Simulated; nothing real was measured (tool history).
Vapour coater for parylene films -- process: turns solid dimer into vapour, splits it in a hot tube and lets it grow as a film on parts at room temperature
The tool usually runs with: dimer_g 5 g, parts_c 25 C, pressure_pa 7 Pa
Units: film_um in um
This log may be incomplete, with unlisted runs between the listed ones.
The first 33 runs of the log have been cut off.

run	hour	dimer_g	parts_c	pressure_pa	hours of work since the trap's valve was overhauled	hours of work since the table's thermometer was calibrated	film_um
34	359.7	3	17	6.56	478	349	1.42
35	366.9	5	23	7	483	354	2.09
36	381.6	5	32	5.29	494	364	1.83
37	389.5	5	32	5.29	499	370	1.84
38	402.8	4	23	10.99	509	379	1.54
39	413.5	2	36	5.98	516	387	0.68
40	427.3	6	29	4.78	526	396	2.4
41	439.9	6	20	7	535	405	2.62
42	453	3	28	2.47	544	414	1.35
43	465	3	23	7	552	423	1.24
44	473.7	3	23	7	559	429	1.24
45	484.3	4	23	7	566	436	1.65
46	490.6	5	25	11.19	571	441	1.79
47	504.4	7	25	3.8	580	451	3.08

Below are 3 alternative next runs, each starting from the tool's condition after run 47. Predict each:
A	514.5	3	28	3.8	587	458	?
B	514.5	5	29	2.89	587	458	?
C	514.5	7	18	2.4	587	458	?

run	film_um
A	1.24
B	2.18
C	3.77
With no hidden state in the tool, these same runs would have given:
run	film_um
A	1.25
B	2.2
C	3.8

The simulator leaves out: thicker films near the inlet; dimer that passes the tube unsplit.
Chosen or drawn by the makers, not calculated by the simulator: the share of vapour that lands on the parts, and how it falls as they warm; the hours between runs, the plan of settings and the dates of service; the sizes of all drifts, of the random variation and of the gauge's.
